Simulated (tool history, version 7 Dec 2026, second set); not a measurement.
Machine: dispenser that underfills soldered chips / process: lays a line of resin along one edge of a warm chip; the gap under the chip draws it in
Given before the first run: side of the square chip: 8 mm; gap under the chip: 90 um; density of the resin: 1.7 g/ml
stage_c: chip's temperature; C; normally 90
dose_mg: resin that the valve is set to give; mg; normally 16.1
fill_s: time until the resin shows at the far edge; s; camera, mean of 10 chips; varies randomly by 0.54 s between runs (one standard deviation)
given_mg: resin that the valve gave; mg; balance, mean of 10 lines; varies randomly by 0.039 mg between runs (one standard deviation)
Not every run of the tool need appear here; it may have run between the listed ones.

{"run": 1, "hour": 0.0, "stage_c": 90, "dose_mg": 16.1, "fill_s": 58.0, "given_mg": 15.84}
{"hour": 6.2, "done": "new syringe of resin"}
{"hour": 8.2, "done": "dispensing valve cleaned and set on the balance"}
{"run": 2, "hour": 8.6, "stage_c": 83, "dose_mg": 16.1, "fill_s": 61.6, "given_mg": 16.06}
{"run": 3, "hour": 13.8, "stage_c": 83, "dose_mg": 16.1, "fill_s": 78.8, "given_mg": 16.07}
{"hour": 19.0, "done": "new syringe of resin"}
{"run": 4, "hour": 19.3, "stage_c": 87, "dose_mg": 16.1, "fill_s": 47.8, "given_mg": 16.0}
{"run": 5, "hour": 23.2, "stage_c": 90, "dose_mg": 19.3, "fill_s": 52.7, "given_mg": 19.2}
{"hour": 30.9, "done": "new syringe of resin"}
{"run": 6, "hour": 31.9, "stage_c": 90, "dose_mg": 19.3, "fill_s": 45.1, "given_mg": 19.18}
{"run": 7, "hour": 38.1, "stage_c": 90, "dose_mg": 19.3, "fill_s": 61.1, "given_mg": 19.17}
{"hour": 43.0, "done": "new syringe of resin"}
{"run": 8, "hour": 44.7, "stage_c": 90, "dose_mg": 17.3, "fill_s": 46.7, "given_mg": 17.01}
{"run": 9, "hour": 51.2, "stage_c": 90, "dose_mg": 17.3, "fill_s": 64.3, "given_mg": 17.12}
{"hour": 54.9, "done": "new syringe of resin"}
{"run": 10, "hour": 57.6, "stage_c": 93, "dose_mg": 16.1, "fill_s": 46.0, "given_mg": 15.92}
{"run": 11, "hour": 63.8, "stage_c": 93, "dose_mg": 16.1, "fill_s": 60.9, "given_mg": 15.84}
{"hour": 66.9, "done": "new syringe of resin"}
{"run": 12, "hour": 72.3, "stage_c": 90, "dose_mg": 16.1, "fill_s": 55.8, "given_mg": 15.87}

Run 13 comes next. What will it give?
{"hour": 79.2, "done": "new syringe of resin"}
{"run": 13, "hour": 80.5, "stage_c": 77, "dose_mg": 16.4, "fill_s": "?", "given_mg": "?"}

fill_s: 72.5 s
given_mg: 16.09 mg
The same run, on a tool lacking any hidden state, would have yielded fill_s 71.0 s, given_mg 16.39 mg.
